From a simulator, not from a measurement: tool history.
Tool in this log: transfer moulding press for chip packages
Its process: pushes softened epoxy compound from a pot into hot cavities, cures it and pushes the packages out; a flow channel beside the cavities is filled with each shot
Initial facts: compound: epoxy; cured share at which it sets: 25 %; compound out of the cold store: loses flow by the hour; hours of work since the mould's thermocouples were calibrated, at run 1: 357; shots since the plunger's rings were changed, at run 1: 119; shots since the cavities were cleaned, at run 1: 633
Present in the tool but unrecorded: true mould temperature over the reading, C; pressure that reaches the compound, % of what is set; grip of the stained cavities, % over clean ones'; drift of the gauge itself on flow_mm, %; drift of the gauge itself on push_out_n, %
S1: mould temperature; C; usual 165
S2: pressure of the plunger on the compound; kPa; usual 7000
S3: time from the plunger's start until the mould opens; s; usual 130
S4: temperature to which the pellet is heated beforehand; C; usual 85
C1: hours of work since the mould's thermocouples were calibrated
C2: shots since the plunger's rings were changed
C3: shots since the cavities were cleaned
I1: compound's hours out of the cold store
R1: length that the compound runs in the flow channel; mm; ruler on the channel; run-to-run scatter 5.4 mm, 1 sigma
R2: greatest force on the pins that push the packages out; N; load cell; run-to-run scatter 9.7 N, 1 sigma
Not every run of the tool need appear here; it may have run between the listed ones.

run 1 hour=0 | S1=165 S2=7000 S3=130 S4=85 | C1=357 C2=119 C3=633 | I1=37.7 | R1=538 R2=764
run 2 hour=30.4 | S1=165 S2=7000 S3=137 S4=85 | C1=378 C2=411 C3=925 | I1=11.6 | R1=582 R2=797
-- hour=43.5 cavities cleaned with cleaning compound and waxed
run 3 hour=59.7 | S1=165 S2=7000 S3=147 S4=85 | C1=397 C2=680 C3=157 | I1=17.4 | R1=559 R2=803
run 4 hour=75.4 | S1=165 S2=7000 S3=141 S4=85 | C1=408 C2=831 C3=308 | I1=45.2 | R1=516 R2=831
run 5 hour=94.5 | S1=167 S2=7000 S3=141 S4=85 | C1=421 C2=1015 C3=492 | I1=34 | R1=533 R2=791
-- hour=118.3 cavities cleaned with cleaning compound and waxed, once more
run 6 hour=120.1 | S1=167 S2=7000 S3=141 S4=85 | C1=437 C2=1247 C3=17 | I1=22.9 | R1=542 R2=387
run 7 hour=155.6 | S1=165 S2=5820 S3=130 S4=85 | C1=462 C2=1589 C3=359 | I1=43.5 | R1=468 R2=672
run 8 hour=175.9 | S1=165 S2=5820 S3=130 S4=85 | C1=476 C2=1784 C3=554 | I1=42.8 | R1=466 R2=754
run 9 hour=202.5 | S1=165 S2=7000 S3=130 S4=85 | C1=494 C2=2041 C3=811 | I1=13.8 | R1=549 R2=844
-- hour=228 cavities cleaned with cleaning compound and waxed
run 10 hour=238.1 | S1=165 S2=7000 S3=130 S4=85 | C1=517 C2=2369 C3=97 | I1=32.2 | R1=520 R2=501
run 11 hour=268.9 | S1=165 S2=7000 S3=130 S4=85 | C1=539 C2=2666 C3=394 | I1=39.4 | R1=507 R2=695
run 12 hour=298.9 | S1=165 S2=5800 S3=130 S4=85 | C1=559 C2=2955 C3=683 | I1=21.5 | R1=484 R2=802
run 13 hour=314.2 | S1=165 S2=7000 S3=130 S4=90 | C1=570 C2=3103 C3=831 | I1=31.1 | R1=512 R2=803
-- hour=337.5 cavities cleaned with cleaning compound and waxed
run 14 hour=345.3 | S1=165 S2=7000 S3=130 S4=90 | C1=590 C2=3387 C3=75 | I1=47.6 | R1=488 R2=494
-- hour=355.5 mould's thermocouples calibrated
-- hour=364.4 plunger's sealing rings changed
run 15 hour=371.8 | S1=165 S2=7000 S3=131 S4=90 | C1=9 C2=72 C3=288 | I1=28 | R1=552 R2=681
run 16 hour=393.1 | S1=165 S2=7000 S3=138 S4=91 | C1=24 C2=277 C3=493 | I1=26.9 | R1=549 R2=734
run 17 hour=414.1 | S1=165 S2=7000 S3=138 S4=91 | C1=39 C2=479 C3=695 | I1=22.9 | R1=558 R2=788
run 18 hour=447.8 | S1=165 S2=7670 S3=138 S4=80 | C1=62 C2=803 C3=1019 | I1=20.5 | R1=593 R2=809
-- hour=451.9 cavities cleaned with cleaning compound and waxed
run 19 hour=478.1 | S1=165 S2=7670 S3=138 S4=80 | C1=82 C2=1081 C3=252 | I1=47.9 | R1=545 R2=600
run 20 hour=495.3 | S1=170 S2=6080 S3=138 S4=80 | C1=93 C2=1247 C3=418 | I1=23.7 | R1=503 R2=604
run 21 hour=525.1 | S1=165 S2=7000 S3=130 S4=91 | C1=114 C2=1534 C3=705 | I1=25.6 | R1=548 R2=865
run 22 hour=550 | S1=165 S2=7000 S3=130 S4=91 | C1=131 C2=1774 C3=945 | I1=25.1 | R1=541 R2=875
-- hour=560.6 cavities cleaned with cleaning compound and waxed
run 23 hour=570.8 | S1=165 S2=7000 S3=160 S4=94 | C1=144 C2=1959 C3=97 | I1=30.3 | R1=520 R2=447
run 24 hour=592.9 | S1=165 S2=7700 S3=131 S4=81 | C1=159 C2=2172 C3=310 | I1=43.1 | R1=537 R2=637
run 25 hour=619.9 | S1=165 S2=6700 S3=130 S4=85 | C1=178 C2=2433 C3=571 | I1=36.3 | R1=506 R2=771
run 26 hour=638.7 | S1=165 S2=7040 S3=166 S4=85 | C1=191 C2=2614 C3=752 | I1=34.4 | R1=518 R2=702
-- hour=670.6 cavities cleaned with cleaning compound and waxed
run 27 hour=674.4 | S1=165 S2=7040 S3=166 S4=85 | C1=214 C2=2943 C3=36 | I1=15.7 | R1=551 R2=394
run 28 hour=694.8 | S1=165 S2=7040 S3=166 S4=85 | C1=228 C2=3139 C3=232 | I1=28.3 | R1=518 R2=538

Below are 4 alternative next runs, each starting from the tool's condition after run 28. Predict each:
run A hour=726.1 | S1=170 S2=7000 S3=139 S4=80 | C1=250 C2=3441 C3=534 | I1=23.3 | R1=? R2=?
run B hour=726.1 | S1=171 S2=7000 S3=130 S4=85 | C1=250 C2=3441 C3=534 | I1=13.2 | R1=? R2=?
run C hour=726.1 | S1=165 S2=7040 S3=148 S4=85 | C1=250 C2=3441 C3=534 | I1=9.5 | R1=? R2=?
run D hour=726.1 | S1=172 S2=7490 S3=166 S4=85 | C1=250 C2=3441 C3=534 | I1=44.6 | R1=? R2=?

run=A R1=511 R2=654
run=B R1=530 R2=674
run=C R1=544 R2=687
run=D R1=501 R2=618
With the hidden condition removed and each run's random variation left untouched, the same runs would have given:
run=A R1=550 R2=365
run=B R1=572 R2=379
run=C R1=586 R2=385
run=D R1=540 R2=345

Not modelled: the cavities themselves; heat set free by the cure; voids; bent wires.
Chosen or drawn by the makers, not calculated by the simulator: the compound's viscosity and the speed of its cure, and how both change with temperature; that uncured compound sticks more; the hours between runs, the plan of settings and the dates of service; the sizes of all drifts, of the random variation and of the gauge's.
